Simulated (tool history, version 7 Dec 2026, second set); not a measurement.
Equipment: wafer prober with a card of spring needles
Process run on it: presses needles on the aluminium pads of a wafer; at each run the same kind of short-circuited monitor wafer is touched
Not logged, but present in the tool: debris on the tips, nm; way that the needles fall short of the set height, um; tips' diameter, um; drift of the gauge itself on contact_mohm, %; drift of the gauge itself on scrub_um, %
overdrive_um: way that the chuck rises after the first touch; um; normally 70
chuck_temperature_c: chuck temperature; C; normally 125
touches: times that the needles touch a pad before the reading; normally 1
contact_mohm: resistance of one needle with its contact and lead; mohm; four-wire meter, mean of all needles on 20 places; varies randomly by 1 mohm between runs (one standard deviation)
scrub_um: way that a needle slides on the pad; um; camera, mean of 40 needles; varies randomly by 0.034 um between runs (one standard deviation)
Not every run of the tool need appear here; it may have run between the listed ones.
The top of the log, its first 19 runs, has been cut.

run,hour,overdrive_um,chuck_temperature_c,touches,touches since the tips were cleaned,cleanings since the card got new needles,touches since the first contact's height was set,contact_mohm,scrub_um
# hour 322.9: tips cleaned on abrasive film
20,322.9,90,42,1,0,45,139056,248,19.39
# hour 328.5: height of the first contact set anew
# hour 336.8: tips cleaned on abrasive film
21,341.4,70,37,1,2990,46,8406,252,15.27
# hour 350: tips cleaned on abrasive film
22,358.7,70,37,1,5750,47,19755,253,15.28
# hour 363.5: tips cleaned on abrasive film
23,372.8,78,28,3,6099,48,28996,247,17
# hour 378.2: tips cleaned on abrasive film
24,385.8,78,28,3,5004,49,37521,246,16.93
# hour 391.3: tips cleaned on abrasive film
25,399.4,78,28,3,5366,50,46436,245,17
# hour 404.6: tips cleaned on abrasive film
# hour 417.9: tips cleaned on abrasive film
26,419,78,78,3,707,52,59239,259,16.92
# hour 432.2: tips cleaned on abrasive film
27,434.9,76,27,1,1797,53,69644,246,16.55
# hour 445.5: tips cleaned on abrasive film
28,453.9,59,125,3,5585,54,82149,272,12.79
# hour 459.6: tips cleaned on abrasive film
29,467.4,63,61,3,5179,55,90977,256,13.58
# hour 473.3: tips cleaned on abrasive film
30,481.8,50,28,2,5606,56,100363,256,10.74
# hour 487.6: tips cleaned on abrasive film
# hour 501.6: tips cleaned on abrasive film
31,502.6,50,28,2,653,58,113950,248,10.62
# hour 515: tips cleaned on abrasive film
32,518.6,78,106,1,2342,59,124451,268,16.79

4 options for the next run, each taken on its own from the tool as it stands now. Forecast them:
# hour 528.7: tips cleaned on abrasive film
A,534.1,68,41,3,3573,60,134615,?,?
# hour 528.7: tips cleaned on abrasive film
B,534.1,70,80,1,3573,60,134615,?,?
# hour 528.7: tips cleaned on abrasive film
C,534.1,70,125,3,3573,60,134615,?,?
# hour 528.7: tips cleaned on abrasive film
D,534.1,63,109,1,3573,60,134615,?,?

run,contact_mohm,scrub_um
A,251,14.57
B,264,15.05
C,272,15.03
D,273,13.43
With the hidden condition removed and each run's random variation left untouched, the same runs would have given:
run,contact_mohm,scrub_um
A,249,14.86
B,258,15.33
C,271,15.31
D,267,13.72
